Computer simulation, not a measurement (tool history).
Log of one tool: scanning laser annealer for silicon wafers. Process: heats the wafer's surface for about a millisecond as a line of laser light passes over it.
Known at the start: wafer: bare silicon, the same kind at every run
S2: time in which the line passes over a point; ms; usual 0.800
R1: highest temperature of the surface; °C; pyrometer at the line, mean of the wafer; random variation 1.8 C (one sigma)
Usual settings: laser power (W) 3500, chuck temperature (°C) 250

{"run": 1, "hour": 0.0, "laser power (W)": 3500, "S2": 0.8, "chuck temperature (°C)": 250, "R1": 941}
{"run": 2, "hour": 7.1, "laser power (W)": 3500, "S2": 0.8, "chuck temperature (°C)": 250, "R1": 941}
{"run": 3, "hour": 13.9, "laser power (W)": 3500, "S2": 0.8, "chuck temperature (°C)": 250, "R1": 942}
{"run": 4, "hour": 20.2, "laser power (W)": 3500, "S2": 0.8, "chuck temperature (°C)": 250, "R1": 939}
{"run": 5, "hour": 28.6, "laser power (W)": 3500, "S2": 0.8, "chuck temperature (°C)": 279, "R1": 968}
{"run": 6, "hour": 36.8, "laser power (W)": 3500, "S2": 0.8, "chuck temperature (°C)": 225, "R1": 916}
{"run": 7, "hour": 45.2, "laser power (W)": 3500, "S2": 0.8, "chuck temperature (°C)": 225, "R1": 913}
{"run": 8, "hour": 53.0, "laser power (W)": 3500, "S2": 0.8, "chuck temperature (°C)": 225, "R1": 913}
{"run": 9, "hour": 61.8, "laser power (W)": 3500, "S2": 0.8, "chuck temperature (°C)": 225, "R1": 916}
{"run": 10, "hour": 69.6, "laser power (W)": 3500, "S2": 0.595, "chuck temperature (°C)": 250, "R1": 831}
{"run": 11, "hour": 77.7, "laser power (W)": 3500, "S2": 0.595, "chuck temperature (°C)": 250, "R1": 837}
{"run": 12, "hour": 82.9, "laser power (W)": 3500, "S2": 0.567, "chuck temperature (°C)": 250, "R1": 820}
{"run": 13, "hour": 92.9, "laser power (W)": 3500, "S2": 0.621, "chuck temperature (°C)": 250, "R1": 849}
{"run": 14, "hour": 104.8, "laser power (W)": 3500, "S2": 0.621, "chuck temperature (°C)": 250, "R1": 850}
{"run": 15, "hour": 111.0, "laser power (W)": 3500, "S2": 0.621, "chuck temperature (°C)": 250, "R1": 847}
{"run": 16, "hour": 118.5, "laser power (W)": 3500, "S2": 0.592, "chuck temperature (°C)": 250, "R1": 830}
{"run": 17, "hour": 128.3, "laser power (W)": 3500, "S2": 0.592, "chuck temperature (°C)": 250, "R1": 833}
{"run": 18, "hour": 134.9, "laser power (W)": 3246, "S2": 0.8, "chuck temperature (°C)": 250, "R1": 878}
{"run": 19, "hour": 140.6, "laser power (W)": 3246, "S2": 0.8, "chuck temperature (°C)": 250, "R1": 880}
{"run": 20, "hour": 151.3, "laser power (W)": 3500, "S2": 0.8, "chuck temperature (°C)": 228, "R1": 914}
{"run": 21, "hour": 158.5, "laser power (W)": 3508, "S2": 0.8, "chuck temperature (°C)": 232, "R1": 925}
{"run": 22, "hour": 165.8, "laser power (W)": 3461, "S2": 0.741, "chuck temperature (°C)": 261, "R1": 907}
{"run": 23, "hour": 174.6, "laser power (W)": 3488, "S2": 0.909, "chuck temperature (°C)": 248, "R1": 984}
{"run": 24, "hour": 183.3, "laser power (W)": 3491, "S2": 0.958, "chuck temperature (°C)": 217, "R1": 976}
{"run": 25, "hour": 194.7, "laser power (W)": 3207, "S2": 0.664, "chuck temperature (°C)": 274, "R1": 831}
{"run": 26, "hour": 204.4, "laser power (W)": 3623, "S2": 0.9, "chuck temperature (°C)": 259, "R1": 1026}
{"run": 27, "hour": 216.0, "laser power (W)": 3623, "S2": 0.9, "chuck temperature (°C)": 259, "R1": 1025}
{"run": 28, "hour": 228.5, "laser power (W)": 3341, "S2": 0.939, "chuck temperature (°C)": 219, "R1": 929}
{"hour": 231.6, "done": "window over the wafer cleaned"}
{"run": 29, "hour": 239.2, "laser power (W)": 3815, "S2": 0.752, "chuck temperature (°C)": 286, "R1": 1013}
{"run": 30, "hour": 249.8, "laser power (W)": 3500, "S2": 0.805, "chuck temperature (°C)": 250, "R1": 933}
{"run": 31, "hour": 258.2, "laser power (W)": 3692, "S2": 0.653, "chuck temperature (°C)": 283, "R1": 929}
{"run": 32, "hour": 271.0, "laser power (W)": 3663, "S2": 0.653, "chuck temperature (°C)": 234, "R1": 873}
{"run": 33, "hour": 277.0, "laser power (W)": 3663, "S2": 0.653, "chuck temperature (°C)": 234, "R1": 874}
{"hour": 281.5, "done": "window over the wafer cleaned, once more"}
{"run": 34, "hour": 286.3, "laser power (W)": 3663, "S2": 0.653, "chuck temperature (°C)": 234, "R1": 898}
{"run": 35, "hour": 294.9, "laser power (W)": 3160, "S2": 0.604, "chuck temperature (°C)": 289, "R1": 820}
{"run": 36, "hour": 306.7, "laser power (W)": 3160, "S2": 0.604, "chuck temperature (°C)": 289, "R1": 817}
{"run": 37, "hour": 318.8, "laser power (W)": 3160, "S2": 0.898, "chuck temperature (°C)": 289, "R1": 949}
{"run": 38, "hour": 325.7, "laser power (W)": 3838, "S2": 0.822, "chuck temperature (°C)": 228, "R1": 1023}

Run 39 comes next. What will it give?
{"run": 39, "hour": 338.2, "laser power (W)": 3090, "S2": 0.93, "chuck temperature (°C)": 260, "R1": "?"}

Run 39 gave R1 913 °C.
Without the tool's hidden state the same run would have given R1 929 °C.
